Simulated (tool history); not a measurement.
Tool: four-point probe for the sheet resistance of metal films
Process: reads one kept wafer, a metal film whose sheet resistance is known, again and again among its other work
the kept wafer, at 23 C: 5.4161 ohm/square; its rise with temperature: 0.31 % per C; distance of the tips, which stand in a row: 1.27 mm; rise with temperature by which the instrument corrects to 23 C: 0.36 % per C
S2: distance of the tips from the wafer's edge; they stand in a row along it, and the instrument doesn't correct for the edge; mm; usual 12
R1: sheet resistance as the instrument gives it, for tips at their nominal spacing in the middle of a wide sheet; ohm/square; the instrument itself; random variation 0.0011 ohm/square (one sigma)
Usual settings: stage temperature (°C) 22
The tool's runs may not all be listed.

Run 1, hour 0.0: usual settings. Result: R1 5.454484 ohm/square.
Run 2, hour 10.0: usual settings but S2 62 mm. Result: R1 5.421095 ohm/square.
Run 3, hour 24.6: usual settings but S2 62 mm. Result: R1 5.420384 ohm/square.
Run 4, hour 34.9: usual settings but S2 62 mm. Result: R1 5.420083 ohm/square.
Run 5, hour 59.3: usual settings. Result: R1 5.454199 ohm/square.
Run 6, hour 70.2: usual settings. Result: R1 5.453843 ohm/square.
Run 7, hour 90.3: usual settings. Result: R1 5.452933 ohm/square.
Run 8, hour 104.6: usual settings but S2 14 mm. Result: R1 5.444591 ohm/square.
Run 9, hour 118.2: usual settings but S2 6 mm. Result: R1 5.552146 ohm/square.
Run 10, hour 136.5: usual settings but S2 6 mm. Result: R1 5.548985 ohm/square.
Run 11, hour 159.8: usual settings but S2 65 mm. Result: R1 5.425112 ohm/square.
Run 12, hour 179.1: usual settings but S2 65 mm. Result: R1 5.421775 ohm/square.
Run 13, hour 193.4: usual settings but stage temperature (°C) 26. Result: R1 5.445642 ohm/square.
Run 14, hour 211.3: usual settings. Result: R1 5.456283 ohm/square.
Run 15, hour 234.4: usual settings. Result: R1 5.459135 ohm/square.
Run 16, hour 246.6: usual settings. Result: R1 5.458296 ohm/square.
Run 17, hour 261.2: usual settings. Result: R1 5.456603 ohm/square.

Forecast run 18:
Run 18, hour 272.7: usual settings. Result: R1 ?.

{"run 18": {"R1": 5.458233}}
Without the tool's hidden state the same run would have given R1 5.452269 ohm/square.
